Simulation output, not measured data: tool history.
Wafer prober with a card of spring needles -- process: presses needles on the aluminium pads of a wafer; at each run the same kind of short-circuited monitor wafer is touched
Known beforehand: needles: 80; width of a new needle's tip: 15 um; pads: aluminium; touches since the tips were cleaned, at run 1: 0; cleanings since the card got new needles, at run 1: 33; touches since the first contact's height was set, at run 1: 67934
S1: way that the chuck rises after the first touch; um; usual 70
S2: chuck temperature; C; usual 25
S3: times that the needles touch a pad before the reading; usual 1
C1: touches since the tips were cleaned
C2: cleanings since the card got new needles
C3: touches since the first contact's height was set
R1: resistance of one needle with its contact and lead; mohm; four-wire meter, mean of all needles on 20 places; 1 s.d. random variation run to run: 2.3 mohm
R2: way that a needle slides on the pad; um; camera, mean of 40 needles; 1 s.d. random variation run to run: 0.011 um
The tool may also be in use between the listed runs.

run 1 day=0 | S1=70 S2=25 S3=1 | C1=0 C2=33 C3=67934 | R1=260 R2=13.8
run 2 day=1.717 | S1=70 S2=69 S3=1 | C1=6691 C2=33 C3=74625 | R1=267 R2=13.8
-- day=2.4 tips cleaned on abrasive film
run 3 day=3.929 | S1=70 S2=69 S3=1 | C1=5964 C2=34 C3=83232 | R1=269 R2=13.81
-- day=4.796 tips cleaned on abrasive film
run 4 day=5.662 | S1=70 S2=65 S3=1 | C1=3391 C2=35 C3=89979 | R1=271 R2=13.8
-- day=7.221 tips cleaned on abrasive film
run 5 day=7.408 | S1=70 S2=65 S3=1 | C1=723 C2=36 C3=96758 | R1=268 R2=13.8
run 6 day=8.483 | S1=70 S2=65 S3=1 | C1=4919 C2=36 C3=100954 | R1=275 R2=13.8
-- day=9.746 tips cleaned on abrasive film
run 7 day=10.104 | S1=70 S2=65 S3=1 | C1=1406 C2=37 C3=107260 | R1=271 R2=13.82
run 8 day=11.296 | S1=70 S2=25 S3=2 | C1=6042 C2=37 C3=111896 | R1=261 R2=13.81
-- day=12.225 tips cleaned on abrasive film
run 9 day=13.575 | S1=51 S2=25 S3=2 | C1=5274 C2=38 C3=120769 | R1=261 R2=10.06
-- day=14.575 tips cleaned on abrasive film
run 10 day=15.004 | S1=51 S2=25 S3=2 | C1=1678 C2=39 C3=126325 | R1=260 R2=10.07
-- day=17.062 tips cleaned on abrasive film
run 11 day=17.417 | S1=70 S2=25 S3=1 | C1=1384 C2=40 C3=135702 | R1=255 R2=13.8
-- day=19.483 tips cleaned on abrasive film
run 12 day=19.538 | S1=70 S2=86 S3=1 | C1=208 C2=41 C3=143948 | R1=272 R2=13.8
-- day=20.138 height of the first contact set anew
run 13 day=21.2 | S1=70 S2=86 S3=1 | C1=6653 C2=41 C3=4141 | R1=280 R2=13.79
-- day=21.962 tips cleaned on abrasive film
run 14 day=23.446 | S1=70 S2=86 S3=1 | C1=5790 C2=42 C3=12878 | R1=275 R2=13.8
-- day=24.4 tips cleaned on abrasive film
run 15 day=24.608 | S1=70 S2=25 S3=1 | C1=827 C2=43 C3=17395 | R1=257 R2=13.81
-- day=26.8 tips cleaned on abrasive film
run 16 day=26.996 | S1=70 S2=25 S3=1 | C1=765 C2=44 C3=26671 | R1=259 R2=13.79
run 17 day=28.025 | S1=77 S2=25 S3=1 | C1=4788 C2=44 C3=30694 | R1=261 R2=15.17
-- day=29.267 tips cleaned on abrasive film
run 18 day=30.35 | S1=77 S2=25 S3=1 | C1=4226 C2=45 C3=39741 | R1=259 R2=15.19
-- day=31.7 tips cleaned on abrasive film
run 19 day=31.858 | S1=70 S2=82 S3=1 | C1=617 C2=46 C3=45601 | R1=271 R2=13.79
run 20 day=33.017 | S1=70 S2=30 S3=2 | C1=5128 C2=46 C3=50112 | R1=261 R2=13.79
-- day=34.146 tips cleaned on abrasive film
run 21 day=34.821 | S1=89 S2=28 S3=1 | C1=2638 C2=47 C3=57129 | R1=255 R2=17.56
-- day=36.479 tips cleaned on abrasive film
run 22 day=36.758 | S1=71 S2=47 S3=1 | C1=1082 C2=48 C3=64663 | R1=265 R2=13.99
run 23 day=38.704 | S1=70 S2=95 S3=2 | C1=8665 C2=48 C3=72246 | R1=277 R2=13.8
-- day=38.9 tips cleaned on abrasive film
run 24 day=40.225 | S1=70 S2=95 S3=2 | C1=5157 C2=49 C3=78157 | R1=276 R2=13.81
-- day=41.283 tips cleaned on abrasive film
run 25 day=41.492 | S1=62 S2=38 S3=3 | C1=816 C2=50 C3=83079 | R1=259 R2=12.21
run 26 day=42.604 | S1=62 S2=40 S3=3 | C1=5160 C2=50 C3=87423 | R1=261 R2=12.25
-- day=43.625 tips cleaned on abrasive film
run 27 day=45.021 | S1=62 S2=40 S3=3 | C1=5436 C2=51 C3=96816 | R1=267 R2=12.2
-- day=46.012 tips cleaned on abrasive film
run 28 day=47.183 | S1=62 S2=40 S3=3 | C1=4555 C2=52 C3=105231 | R1=265 R2=12.22
-- day=48.383 tips cleaned on abrasive film
run 29 day=48.729 | S1=50 S2=109 S3=1 | C1=1358 C2=53 C3=111246 | R1=288 R2=9.85
-- day=50.738 tips cleaned on abrasive film
run 30 day=51 | S1=77 S2=25 S3=2 | C1=1017 C2=54 C3=120070 | R1=261 R2=15.21
run 31 day=52.288 | S1=77 S2=25 S3=2 | C1=6044 C2=54 C3=125097 | R1=261 R2=15.18
-- day=53.054 tips cleaned on abrasive film
run 32 day=54.217 | S1=70 S2=107 S3=1 | C1=4538 C2=55 C3=132604 | R1=285 R2=13.83
-- day=55.458 tips cleaned on abrasive film
run 33 day=55.508 | S1=73 S2=28 S3=2 | C1=200 C2=56 C3=137620 | R1=259 R2=14.39

What differs in the tool's unlogged condition from the final listed run ahead of each entry between runs to the first listed run following it?
Between runs 2 and 3: tips cleaned on abrasive film (day 2.4)
  debris on the tips, nm: 1 -> 0.9
Between runs 3 and 4: tips cleaned on abrasive film (day 4.796)
  debris on the tips, nm: 0.9 -> 0.7; way that the needles fall short of the set height, um: 0 -> 0.01
Between runs 4 and 5: tips cleaned on abrasive film (day 7.221)
  debris on the tips, nm: 0.7 -> 0.2
Between runs 6 and 7: tips cleaned on abrasive film (day 9.746)
  debris on the tips, nm: 0.8 -> 0.4
Between runs 8 and 9: tips cleaned on abrasive film (day 12.225)
  debris on the tips, nm: 1 -> 0.9
Between runs 9 and 10: tips cleaned on abrasive film (day 14.575)
  debris on the tips, nm: 0.9 -> 0.4
Between runs 10 and 11: tips cleaned on abrasive film (day 17.062)
  the hidden state is the same at both runs
Between runs 11 and 12: tips cleaned on abrasive film (day 19.483)
  debris on the tips, nm: 0.4 -> 0.1
Between runs 12 and 13: height of the first contact set anew (day 20.138)
  debris on the tips, nm: 0.1 -> 1; way that the needles fall short of the set height, um: 0.01 -> 0
Between runs 13 and 14: tips cleaned on abrasive film (day 21.962)
  debris on the tips, nm: 1 -> 0.9
Between runs 14 and 15: tips cleaned on abrasive film (day 24.4)
  debris on the tips, nm: 0.9 -> 0.2
Between runs 15 and 16: tips cleaned on abrasive film (day 26.8)
  debris on the tips, nm: 0.2 -> 0.3
Between runs 17 and 18: tips cleaned on abrasive film (day 29.267)
  debris on the tips, nm: 0.9 -> 0.8
Between runs 18 and 19: tips cleaned on abrasive film (day 31.7)
  debris on the tips, nm: 0.8 -> 0.2
Between runs 20 and 21: tips cleaned on abrasive film (day 34.146)
  debris on the tips, nm: 0.8 -> 0.6
Between runs 21 and 22: tips cleaned on abrasive film (day 36.479)
  debris on the tips, nm: 0.6 -> 0.3
Between runs 23 and 24: tips cleaned on abrasive film (day 38.9)
  debris on the tips, nm: 1.1 -> 0.9; way that the needles fall short of the set height, um: 0 -> 0.01
Between runs 24 and 25: tips cleaned on abrasive film (day 41.283)
  debris on the tips, nm: 0.9 -> 0.3
Between runs 26 and 27: tips cleaned on abrasive film (day 43.625)
  the hidden state is the same at both runs
Between runs 27 and 28: tips cleaned on abrasive film (day 46.012)
  debris on the tips, nm: 0.9 -> 0.8
Between runs 28 and 29: tips cleaned on abrasive film (day 48.383)
  debris on the tips, nm: 0.8 -> 0.4
Between runs 29 and 30: tips cleaned on abrasive film (day 50.738)
  debris on the tips, nm: 0.4 -> 0.2
Between runs 31 and 32: tips cleaned on abrasive film (day 53.054)
  debris on the tips, nm: 0.9 -> 0.8
Between runs 32 and 33: tips cleaned on abrasive film (day 55.458)
  debris on the tips, nm: 0.8 -> 0.1

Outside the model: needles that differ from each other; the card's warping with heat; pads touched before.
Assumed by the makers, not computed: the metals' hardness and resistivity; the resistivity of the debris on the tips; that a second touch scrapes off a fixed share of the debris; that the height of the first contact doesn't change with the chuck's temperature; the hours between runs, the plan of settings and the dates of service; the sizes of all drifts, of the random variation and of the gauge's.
